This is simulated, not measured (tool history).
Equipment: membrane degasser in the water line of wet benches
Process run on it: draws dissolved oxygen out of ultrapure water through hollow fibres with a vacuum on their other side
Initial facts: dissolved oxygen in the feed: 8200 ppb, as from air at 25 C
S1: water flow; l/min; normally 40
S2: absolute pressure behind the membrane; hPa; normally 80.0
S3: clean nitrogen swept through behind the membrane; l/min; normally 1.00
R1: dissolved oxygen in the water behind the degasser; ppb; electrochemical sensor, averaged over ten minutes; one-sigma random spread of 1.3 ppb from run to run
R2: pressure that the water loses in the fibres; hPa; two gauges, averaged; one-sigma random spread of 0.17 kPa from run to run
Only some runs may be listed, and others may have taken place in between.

run,day,S1,S2,S3,R1,R2
1,0.000,40,80.0,1.00,400.8,346.3
2,2.650,24,80.0,1.00,254.2,206.1
3,4.388,24,80.0,1.00,255.5,206.0
4,6.342,40,80.0,1.00,402.1,344.4
5,7.846,40,77.5,1.00,383.9,345.0
6,10.092,40,77.5,1.00,382.6,342.0
7,13.308,40,60.8,1.00,258.8,344.0
8,14.908,40,60.8,1.00,259.4,345.9
9,17.492,40,80.0,2.62,193.0,345.2
10,19.329,40,80.0,2.62,193.2,349.2
11,21.104,40,80.0,2.62,193.3,344.3
12,23.646,25,80.0,1.00,264.2,214.5
13,26.662,53,80.0,1.00,524.3,459.3
14,28.858,40,80.0,1.00,404.4,345.7
15,30.517,40,80.0,1.00,401.4,345.3
16,32.392,40,80.0,1.00,401.4,346.9
17,34.988,40,80.0,1.00,404.5,344.9
18,36.554,60,76.3,1.00,553.5,516.4
19,37.958,47,80.0,0.92,495.6,406.9
20,39.892,53,141.1,0.66,1351.3,456.7
21,41.442,40,69.5,2.32,174.1,344.3
# day 41.733: vacuum gauge calibrated
22,42.867,33,80.0,0.76,421.6,284.3
23,45.833,48,66.8,1.70,260.2,413.5
24,47.850,48,66.8,1.70,262.1,410.6
# day 48.392: vacuum gauge calibrated, once more
25,49.250,48,66.8,1.70,247.2,413.4
26,52.150,48,66.8,1.70,248.4,412.1
27,55.225,48,66.8,1.70,249.0,412.8
28,58.071,33,122.7,0.64,832.3,284.1
29,59.596,58,92.7,1.00,681.6,498.9
30,62.308,52,88.4,0.90,618.4,447.0
31,64.892,42,59.8,0.67,331.5,362.4

Predict each of these 5 candidate next runs independently; none follows another, all start after run 31:
A,66.712,53,153.1,1.29,?,?
B,66.712,43,88.5,1.64,?,?
C,66.712,42,59.8,0.43,?,?
D,66.712,40,76.9,1.00,?,?
E,66.712,53,90.0,0.72,?,?

run,R1,R2
A,954.5,460.9
B,339.3,371.5
C,432.7,362.3
D,372.5,345.7
E,737.9,457.7
Without the tool's unlogged condition, the same runs would have read:
run,R1,R2
A,952.6,457.3
B,337.8,368.6
C,433.5,359.5
D,371.7,343.0
E,737.4,454.1
